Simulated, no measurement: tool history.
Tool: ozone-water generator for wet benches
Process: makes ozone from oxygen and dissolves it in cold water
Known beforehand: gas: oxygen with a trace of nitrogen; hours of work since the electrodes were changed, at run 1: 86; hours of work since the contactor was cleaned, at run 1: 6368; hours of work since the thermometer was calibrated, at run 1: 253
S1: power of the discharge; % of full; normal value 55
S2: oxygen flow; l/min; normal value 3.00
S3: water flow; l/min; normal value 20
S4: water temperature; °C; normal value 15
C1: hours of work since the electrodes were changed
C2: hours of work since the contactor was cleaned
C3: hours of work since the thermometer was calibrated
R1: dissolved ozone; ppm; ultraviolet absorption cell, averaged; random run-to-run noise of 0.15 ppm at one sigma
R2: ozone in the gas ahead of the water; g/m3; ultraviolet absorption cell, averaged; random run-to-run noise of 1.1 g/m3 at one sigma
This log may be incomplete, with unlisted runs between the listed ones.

{"run": 1, "hour": 0.0, "S1": 55, "S2": 3.0, "S3": 20, "S4": 15, "C1": 86, "C2": 6368, "C3": 253, "R1": 17.7, "R2": 201.6}
{"run": 2, "hour": 22.3, "S1": 55, "S2": 3.0, "S3": 20, "S4": 15, "C1": 107, "C2": 6389, "C3": 274, "R1": 17.7, "R2": 203.5}
{"run": 3, "hour": 54.9, "S1": 55, "S2": 3.0, "S3": 20, "S4": 15, "C1": 138, "C2": 6420, "C3": 305, "R1": 17.7, "R2": 206.1}
{"run": 4, "hour": 82.6, "S1": 55, "S2": 3.0, "S3": 26, "S4": 15, "C1": 164, "C2": 6446, "C3": 331, "R1": 13.9, "R2": 203.0}
{"run": 5, "hour": 111.5, "S1": 55, "S2": 3.0, "S3": 26, "S4": 15, "C1": 191, "C2": 6473, "C3": 359, "R1": 13.9, "R2": 203.2}
{"run": 6, "hour": 135.4, "S1": 55, "S2": 3.0, "S3": 20, "S4": 15, "C1": 214, "C2": 6496, "C3": 381, "R1": 17.8, "R2": 206.0}
{"run": 7, "hour": 153.7, "S1": 55, "S2": 3.0, "S3": 20, "S4": 15, "C1": 231, "C2": 6513, "C3": 398, "R1": 17.7, "R2": 203.0}
{"run": 8, "hour": 184.5, "S1": 55, "S2": 3.0, "S3": 20, "S4": 15, "C1": 260, "C2": 6542, "C3": 428, "R1": 17.6, "R2": 202.7}
{"run": 9, "hour": 200.4, "S1": 55, "S2": 3.0, "S3": 20, "S4": 15, "C1": 275, "C2": 6557, "C3": 443, "R1": 17.8, "R2": 204.8}
{"run": 10, "hour": 223.5, "S1": 55, "S2": 3.0, "S3": 20, "S4": 15, "C1": 297, "C2": 6579, "C3": 464, "R1": 17.7, "R2": 205.8}
{"run": 11, "hour": 249.1, "S1": 55, "S2": 3.0, "S3": 20, "S4": 14, "C1": 321, "C2": 6603, "C3": 488, "R1": 17.8, "R2": 202.6}
{"run": 12, "hour": 281.0, "S1": 55, "S2": 3.0, "S3": 20, "S4": 15, "C1": 351, "C2": 6633, "C3": 519, "R1": 17.6, "R2": 207.1}
{"run": 13, "hour": 308.7, "S1": 55, "S2": 3.0, "S3": 20, "S4": 15, "C1": 377, "C2": 6659, "C3": 545, "R1": 17.6, "R2": 204.9}
{"hour": 315.6, "done": "contactor cleaned"}
{"run": 14, "hour": 332.8, "S1": 55, "S2": 3.0, "S3": 20, "S4": 15, "C1": 396, "C2": 16, "C3": 564, "R1": 17.3, "R2": 205.2}
{"run": 15, "hour": 354.2, "S1": 55, "S2": 3.0, "S3": 20, "S4": 15, "C1": 416, "C2": 36, "C3": 584, "R1": 17.2, "R2": 202.3}
{"run": 16, "hour": 377.3, "S1": 55, "S2": 3.0, "S3": 20, "S4": 15, "C1": 438, "C2": 58, "C3": 606, "R1": 18.0, "R2": 202.1}
{"run": 17, "hour": 397.6, "S1": 42, "S2": 4.21, "S3": 30, "S4": 8, "C1": 457, "C2": 77, "C3": 625, "R1": 10.9, "R2": 137.0}
{"run": 18, "hour": 416.4, "S1": 55, "S2": 3.88, "S3": 24, "S4": 15, "C1": 475, "C2": 95, "C3": 643, "R1": 15.4, "R2": 176.7}
{"run": 19, "hour": 437.9, "S1": 48, "S2": 1.77, "S3": 20, "S4": 15, "C1": 495, "C2": 115, "C3": 663, "R1": 14.0, "R2": 242.6}

The next listed run, before its measurement:
{"hour": 454.5, "done": "contactor cleaned, once more"}
{"run": 20, "hour": 463.9, "S1": 50, "S2": 1.77, "S3": 16, "S4": 7, "C1": 516, "C2": 9, "C3": 684, "R1": "?", "R2": "?"}

R1: 19.9 ppm
R2: 249.2 g/m3
With no hidden state in the tool, this same run would have given R1 20.1 ppm, R2 252.2 g/m3.
